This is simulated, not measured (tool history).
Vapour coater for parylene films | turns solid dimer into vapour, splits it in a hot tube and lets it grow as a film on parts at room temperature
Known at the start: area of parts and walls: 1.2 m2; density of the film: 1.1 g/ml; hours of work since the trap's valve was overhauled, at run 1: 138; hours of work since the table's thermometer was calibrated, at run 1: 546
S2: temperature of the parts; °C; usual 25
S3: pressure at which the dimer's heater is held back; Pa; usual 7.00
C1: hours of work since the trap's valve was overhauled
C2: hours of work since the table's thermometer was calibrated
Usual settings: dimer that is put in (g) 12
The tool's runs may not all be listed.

run 1 hour=0.0 | dimer_that_is_put_in_(g)=12 S2=25 S3=7.00 | C1=138 C2=546 | thickness_of_the_film_(nm)=4240
run 2 hour=20.2 | dimer_that_is_put_in_(g)=12 S2=25 S3=7.00 | C1=152 C2=560 | thickness_of_the_film_(nm)=4240
run 3 hour=31.3 | dimer_that_is_put_in_(g)=12 S2=25 S3=7.00 | C1=160 C2=568 | thickness_of_the_film_(nm)=4270
run 4 hour=48.5 | dimer_that_is_put_in_(g)=12 S2=25 S3=2.59 | C1=172 C2=580 | thickness_of_the_film_(nm)=5050
run 5 hour=61.2 | dimer_that_is_put_in_(g)=12 S2=25 S3=2.59 | C1=181 C2=589 | thickness_of_the_film_(nm)=4930
run 6 hour=84.1 | dimer_that_is_put_in_(g)=12 S2=25 S3=2.59 | C1=197 C2=606 | thickness_of_the_film_(nm)=5030
run 7 hour=108.9 | dimer_that_is_put_in_(g)=12 S2=25 S3=5.88 | C1=215 C2=623 | thickness_of_the_film_(nm)=4310
run 8 hour=130.1 | dimer_that_is_put_in_(g)=12 S2=25 S3=5.88 | C1=230 C2=638 | thickness_of_the_film_(nm)=4400
run 9 hour=155.2 | dimer_that_is_put_in_(g)=12 S2=25 S3=5.88 | C1=248 C2=656 | thickness_of_the_film_(nm)=4390
run 10 hour=174.0 | dimer_that_is_put_in_(g)=12 S2=28 S3=7.00 | C1=261 C2=669 | thickness_of_the_film_(nm)=3730
run 11 hour=194.9 | dimer_that_is_put_in_(g)=12 S2=28 S3=7.00 | C1=276 C2=684 | thickness_of_the_film_(nm)=3740
run 12 hour=215.4 | dimer_that_is_put_in_(g)=12 S2=25 S3=7.00 | C1=290 C2=699 | thickness_of_the_film_(nm)=4300
run 13 hour=233.2 | dimer_that_is_put_in_(g)=12 S2=25 S3=7.00 | C1=303 C2=711 | thickness_of_the_film_(nm)=4260
run 14 hour=247.3 | dimer_that_is_put_in_(g)=12 S2=25 S3=7.00 | C1=313 C2=721 | thickness_of_the_film_(nm)=4280
run 15 hour=267.7 | dimer_that_is_put_in_(g)=12 S2=25 S3=7.00 | C1=327 C2=736 | thickness_of_the_film_(nm)=4280
run 16 hour=284.9 | dimer_that_is_put_in_(g)=12 S2=25 S3=5.15 | C1=339 C2=748 | thickness_of_the_film_(nm)=4460
run 17 hour=303.1 | dimer_that_is_put_in_(g)=12 S2=25 S3=5.15 | C1=352 C2=761 | thickness_of_the_film_(nm)=4490
run 18 hour=315.0 | dimer_that_is_put_in_(g)=12 S2=25 S3=4.63 | C1=361 C2=769 | thickness_of_the_film_(nm)=4500
run 19 hour=325.7 | dimer_that_is_put_in_(g)=12 S2=25 S3=7.00 | C1=368 C2=777 | thickness_of_the_film_(nm)=4260
run 20 hour=350.5 | dimer_that_is_put_in_(g)=12 S2=25 S3=7.00 | C1=386 C2=794 | thickness_of_the_film_(nm)=4210
run 21 hour=370.0 | dimer_that_is_put_in_(g)=12 S2=25 S3=7.00 | C1=400 C2=808 | thickness_of_the_film_(nm)=4210
run 22 hour=391.9 | dimer_that_is_put_in_(g)=12 S2=25 S3=7.00 | C1=415 C2=824 | thickness_of_the_film_(nm)=4240
run 23 hour=409.9 | dimer_that_is_put_in_(g)=12 S2=25 S3=2.59 | C1=428 C2=836 | thickness_of_the_film_(nm)=4960
run 24 hour=425.4 | dimer_that_is_put_in_(g)=12 S2=25 S3=2.59 | C1=439 C2=847 | thickness_of_the_film_(nm)=5030
run 25 hour=446.8 | dimer_that_is_put_in_(g)=12 S2=25 S3=10.57 | C1=454 C2=862 | thickness_of_the_film_(nm)=3920
run 26 hour=457.7 | dimer_that_is_put_in_(g)=16 S2=24 S3=3.27 | C1=462 C2=870 | thickness_of_the_film_(nm)=6640
run 27 hour=471.6 | dimer_that_is_put_in_(g)=12 S2=34 S3=4.86 | C1=472 C2=880 | thickness_of_the_film_(nm)=3170
run 28 hour=496.6 | dimer_that_is_put_in_(g)=12 S2=18 S3=7.00 | C1=489 C2=898 | thickness_of_the_film_(nm)=5610
run 29 hour=506.8 | dimer_that_is_put_in_(g)=12 S2=18 S3=7.00 | C1=496 C2=905 | thickness_of_the_film_(nm)=5610
run 30 hour=523.8 | dimer_that_is_put_in_(g)=16 S2=18 S3=6.65 | C1=508 C2=917 | thickness_of_the_film_(nm)=7610
run 31 hour=536.4 | dimer_that_is_put_in_(g)=11 S2=27 S3=7.00 | C1=517 C2=926 | thickness_of_the_film_(nm)=3600
run 32 hour=546.6 | dimer_that_is_put_in_(g)=11 S2=27 S3=7.00 | C1=525 C2=933 | thickness_of_the_film_(nm)=3610
run 33 hour=569.8 | dimer_that_is_put_in_(g)=11 S2=25 S3=11.62 | C1=541 C2=949 | thickness_of_the_film_(nm)=3580
run 34 hour=581.1 | dimer_that_is_put_in_(g)=21 S2=25 S3=7.00 | C1=549 C2=958 | thickness_of_the_film_(nm)=7380
run 35 hour=600.7 | dimer_that_is_put_in_(g)=14 S2=25 S3=9.12 | C1=563 C2=971 | thickness_of_the_film_(nm)=4730
-- hour=614.1 trap's valve overhauled
run 36 hour=628.1 | dimer_that_is_put_in_(g)=14 S2=23 S3=2.43 | C1=10 C2=988 | thickness_of_the_film_(nm)=6490
run 37 hour=646.8 | dimer_that_is_put_in_(g)=14 S2=18 S3=8.91 | C1=23 C2=1001 | thickness_of_the_film_(nm)=6420
run 38 hour=660.5 | dimer_that_is_put_in_(g)=14 S2=24 S3=7.34 | C1=33 C2=1011 | thickness_of_the_film_(nm)=5170
run 39 hour=681.5 | dimer_that_is_put_in_(g)=21 S2=27 S3=4.26 | C1=48 C2=1026 | thickness_of_the_film_(nm)=7560
run 40 hour=696.4 | dimer_that_is_put_in_(g)=21 S2=27 S3=4.26 | C1=58 C2=1036 | thickness_of_the_film_(nm)=7370
run 41 hour=710.1 | dimer_that_is_put_in_(g)=10 S2=30 S3=7.00 | C1=68 C2=1046 | thickness_of_the_film_(nm)=2840
run 42 hour=720.4 | dimer_that_is_put_in_(g)=9 S2=24 S3=10.93 | C1=75 C2=1053 | thickness_of_the_film_(nm)=3040
run 43 hour=733.9 | dimer_that_is_put_in_(g)=9 S2=24 S3=10.93 | C1=85 C2=1063 | thickness_of_the_film_(nm)=3140
run 44 hour=758.2 | dimer_that_is_put_in_(g)=9 S2=24 S3=10.93 | C1=102 C2=1080 | thickness_of_the_film_(nm)=3050
run 45 hour=779.0 | dimer_that_is_put_in_(g)=12 S2=25 S3=3.80 | C1=117 C2=1095 | thickness_of_the_film_(nm)=4720
run 46 hour=792.1 | dimer_that_is_put_in_(g)=15 S2=25 S3=7.00 | C1=126 C2=1104 | thickness_of_the_film_(nm)=5330
run 47 hour=811.9 | dimer_that_is_put_in_(g)=15 S2=25 S3=7.00 | C1=140 C2=1118 | thickness_of_the_film_(nm)=5320

Forecast each of these 4 alternatives for the next run:
run A hour=832.6 | dimer_that_is_put_in_(g)=12 S2=26 S3=8.40 | C1=155 C2=1133 | thickness_of_the_film_(nm)=?
run B hour=832.6 | dimer_that_is_put_in_(g)=15 S2=25 S3=2.61 | C1=155 C2=1133 | thickness_of_the_film_(nm)=?
run C hour=832.6 | dimer_that_is_put_in_(g)=15 S2=26 S3=4.21 | C1=155 C2=1133 | thickness_of_the_film_(nm)=?
run D hour=832.6 | dimer_that_is_put_in_(g)=20 S2=25 S3=4.95 | C1=155 C2=1133 | thickness_of_the_film_(nm)=?

run=A thickness_of_the_film_(nm)=3930
run=B thickness_of_the_film_(nm)=6250
run=C thickness_of_the_film_(nm)=5540
run=D thickness_of_the_film_(nm)=7540
Without the tool's hidden state the same runs would have given:
run=A thickness_of_the_film_(nm)=3930
run=B thickness_of_the_film_(nm)=6260
run=C thickness_of_the_film_(nm)=5550
run=D thickness_of_the_film_(nm)=7550

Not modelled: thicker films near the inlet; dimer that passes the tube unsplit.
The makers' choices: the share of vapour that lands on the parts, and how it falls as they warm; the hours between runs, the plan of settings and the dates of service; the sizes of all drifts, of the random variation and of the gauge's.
